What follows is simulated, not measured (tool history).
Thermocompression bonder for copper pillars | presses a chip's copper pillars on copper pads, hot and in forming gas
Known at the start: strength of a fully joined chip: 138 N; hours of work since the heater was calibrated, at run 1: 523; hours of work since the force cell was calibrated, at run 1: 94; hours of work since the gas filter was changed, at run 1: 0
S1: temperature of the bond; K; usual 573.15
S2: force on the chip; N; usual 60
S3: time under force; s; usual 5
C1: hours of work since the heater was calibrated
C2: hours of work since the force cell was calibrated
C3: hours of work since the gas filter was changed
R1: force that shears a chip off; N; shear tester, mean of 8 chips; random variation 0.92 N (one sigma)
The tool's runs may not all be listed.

run,day,S1,S2,S3,C1,C2,C3,R1
1,0,573.15,60,5,523,94,0,80.8
2,2.062,573.15,60,5,544,114,20,78.5
3,4.308,573.15,60,5,566,136,42,80.9
4,6.308,573.15,81,5,585,155,62,96.5
5,8.117,573.15,60,5,603,173,79,79.6
6,10.062,573.15,60,5,622,192,98,80.9
7,11.338,573.15,60,5,634,205,111,81.3
8,13.354,573.15,69,5,654,224,131,84.9
9,15.433,573.15,69,5,674,245,151,86.8
# day 16.175: forming gas filter changed
10,17.179,573.15,69,5,691,261,10,88
11,19,573.15,69,5,709,279,28,89.8
12,20.871,562.15,60,5,727,298,46,72.5
13,22.788,596.15,60,5,746,316,65,99.4
14,23.975,600.15,60,5,758,328,76,101.3
15,26.45,600.15,60,5,782,352,100,98.6
16,28.433,573.15,60,11,801,371,120,100.1
17,29.9,573.15,60,11,816,386,134,99.2
18,31.946,573.15,60,11,836,406,154,98.9
# day 32.512: forming gas filter changed
19,33.683,573.15,50,5,852,423,11,73.6
20,35.221,573.15,60,5,867,438,26,83.4
21,36.233,576.15,66,7,877,448,36,100.5
22,38.254,556.15,40,7,897,467,56,57.5
23,39.554,556.15,40,7,910,480,69,58.9
24,42.046,547.15,55,5,934,504,93,58.8
25,44.238,584.15,53,9,955,526,115,99.1
26,45.962,584.15,53,9,972,543,131,97.5
27,47.079,545.15,53,5,983,554,142,55.9
# day 48.8: forming gas filter changed
28,49.412,573.15,57,5,1006,576,6,82.6
29,50.421,596.15,57,5,1016,586,16,98.1
30,52.25,592.15,49,13,1034,604,34,110
31,54.021,552.15,80,4,1051,621,51,77.1
32,55.446,552.15,80,4,1065,635,65,76.7
33,56.454,550.15,60,3,1075,645,75,53.5
34,57.65,573.15,60,3,1086,657,87,72.8
# day 58.525: heater calibrated with a thermocouple chip
35,59.475,549.15,52,7,9,674,104,60.2
36,60.875,550.15,67,3,23,687,117,54.3
37,62.975,573.15,68,9,43,708,138,97.6
# day 65.096: forming gas filter changed
38,65.45,561.15,60,5,67,732,3,68.8
39,67.058,561.15,60,5,83,748,19,69.1
40,69.296,561.15,48,5,105,769,41,59.4

Forecast each of these 4 alternatives for the next run:
A,70.392,553.15,50,5,116,780,52,?
B,70.392,587.15,40,5,116,780,52,?
C,70.392,573.15,80,4,116,780,52,?
D,70.392,560.15,60,13,116,780,52,?

run,R1
A,55.9
B,68.5
C,89.3
D,92.5
Without the tool's hidden state the same runs would have given:
run,R1
A,54.4
B,67
C,87.8
D,91.1

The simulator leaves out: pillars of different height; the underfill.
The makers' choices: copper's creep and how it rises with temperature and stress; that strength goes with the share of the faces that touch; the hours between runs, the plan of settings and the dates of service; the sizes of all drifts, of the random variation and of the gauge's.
